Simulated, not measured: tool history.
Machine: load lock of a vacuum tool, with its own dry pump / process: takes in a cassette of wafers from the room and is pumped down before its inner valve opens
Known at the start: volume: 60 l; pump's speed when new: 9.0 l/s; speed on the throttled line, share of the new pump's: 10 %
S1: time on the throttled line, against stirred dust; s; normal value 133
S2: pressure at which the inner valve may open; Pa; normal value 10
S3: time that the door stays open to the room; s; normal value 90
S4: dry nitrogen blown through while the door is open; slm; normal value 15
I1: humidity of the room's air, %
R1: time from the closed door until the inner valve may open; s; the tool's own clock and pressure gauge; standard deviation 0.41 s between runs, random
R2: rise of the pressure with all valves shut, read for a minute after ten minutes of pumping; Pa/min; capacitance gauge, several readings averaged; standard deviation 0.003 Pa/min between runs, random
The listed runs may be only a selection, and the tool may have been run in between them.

run 1 hour=0 | S1=133 S2=10 S3=90 S4=15 | I1=47.1 | R1=188.6 R2=0.036
run 2 hour=421.9 | S1=188 S2=10 S3=90 S4=15 | I1=41.7 | R1=236.7 R2=0.026
run 3 hour=702.6 | S1=133 S2=10 S3=90 S4=15 | I1=44.8 | R1=188.9 R2=0.035
run 4 hour=947.7 | S1=133 S2=10 S3=90 S4=15 | I1=45.4 | R1=188.6 R2=0.033
run 5 hour=1243.8 | S1=133 S2=10 S3=90 S4=15 | I1=42.6 | R1=189.4 R2=0.036
run 6 hour=1545 | S1=133 S2=10 S3=90 S4=15 | I1=41.1 | R1=189.6 R2=0.035
run 7 hour=1729.5 | S1=133 S2=10 S3=90 S4=15 | I1=48.4 | R1=189.9 R2=0.039
run 8 hour=1951.7 | S1=133 S2=10 S3=55 S4=15 | I1=44.9 | R1=189.9 R2=0.033
run 9 hour=2289.3 | S1=133 S2=10 S3=90 S4=9 | I1=44.1 | R1=189.9 R2=0.042
run 10 hour=2513.9 | S1=133 S2=10 S3=90 S4=9 | I1=45.6 | R1=190.3 R2=0.048
-- hour=2592.1 dry pump taken out, an overhauled one fitted
run 11 hour=2768 | S1=133 S2=10 S3=90 S4=9 | I1=46.4 | R1=183.7 R2=0.048
run 12 hour=3153 | S1=133 S2=11 S3=90 S4=9 | I1=44.6 | R1=182.9 R2=0.046
run 13 hour=3349.9 | S1=124 S2=9 S3=33 S4=5 | I1=45.4 | R1=175.7 R2=0.043
run 14 hour=3594.3 | S1=244 S2=10 S3=90 S4=15 | I1=43.1 | R1=282.1 R2=0.047
run 15 hour=3847.9 | S1=239 S2=11 S3=90 S4=11 | I1=46.9 | R1=279 R2=0.048
run 16 hour=4135.5 | S1=155 S2=10 S3=153 S4=32 | I1=43.4 | R1=202.7 R2=0.044
run 17 hour=4478.5 | S1=155 S2=10 S3=153 S4=32 | I1=46.6 | R1=203.4 R2=0.048

4 options for the next run, each taken on its own from the tool as it stands now. Forecast them:
run A hour=4712.9 | S1=133 S2=15 S3=90 S4=15 | I1=46.2 | R1=? R2=?
run B hour=4712.9 | S1=250 S2=9 S3=51 S4=15 | I1=43.8 | R1=? R2=?
run C hour=4712.9 | S1=133 S2=12 S3=90 S4=15 | I1=42.3 | R1=? R2=?
run D hour=4712.9 | S1=133 S2=10 S3=129 S4=15 | I1=46 | R1=? R2=?

run=A R1=180.7 R2=0.048
run=B R1=290.3 R2=0.046
run=C R1=182.5 R2=0.047
run=D R1=183.9 R2=0.045
The same runs, with their run-to-run variation unchanged, on a tool lacking any hidden condition would have given:
run=A R1=179.2 R2=0.015
run=B R1=289.1 R2=0.014
run=C R1=180.9 R2=0.015
run=D R1=182.3 R2=0.013
